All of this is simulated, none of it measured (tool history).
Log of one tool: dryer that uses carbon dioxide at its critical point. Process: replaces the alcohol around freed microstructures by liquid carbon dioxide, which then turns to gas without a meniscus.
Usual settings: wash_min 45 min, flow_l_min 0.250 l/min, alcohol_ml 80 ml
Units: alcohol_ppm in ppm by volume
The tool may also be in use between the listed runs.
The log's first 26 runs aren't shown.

run   hour  wash_min  flow_l_min  alcohol_ml  hours of work since the filter was changed  hours of work since the purifier's bed was changed  alcohol_ppm
 27  553.3        70       0.393          20                                         301                                                 280           56
 28  569.6        70       0.393          20                                         308                                                 288           56
 29  601.5        35       0.226          34                                         323                                                 303          496
 30  628.7        34       0.330          21                                         336                                                 316          111
 31  658.7        30       0.270          21                                         351                                                 330          298
 32  684.2        45       0.250          22                                         363                                                 342          130
 33  708.8        62       0.250          80                                         374                                                 354           92
 34  728.7        31       0.263          30                                         384                                                 363          415
 35  756.5        31       0.263          30                                         397                                                 376          415
 36  782.0        31       0.263          30                                         409                                                 388          417
 37  812.9        63       0.269          40                                         424                                                 403           86
 38  836.1        63       0.360          40                                         435                                                 414           74

Forecast each of these 4 alternatives for the next run:
  A  864.2        66       0.250          80                                         448                                                 428            ?
  B  864.2        36       0.360          40                                         448                                                 428            ?
  C  864.2        32       0.178          40                                         448                                                 428            ?
  D  864.2        63       0.249          40                                         448                                                 428            ?

run  alcohol_ppm
  A          104
  B          129
  C         1718
  D          100
Without the tool's hidden state the same runs would have given:
run  alcohol_ppm
  A           22
  B           37
  C         1376
  D           19
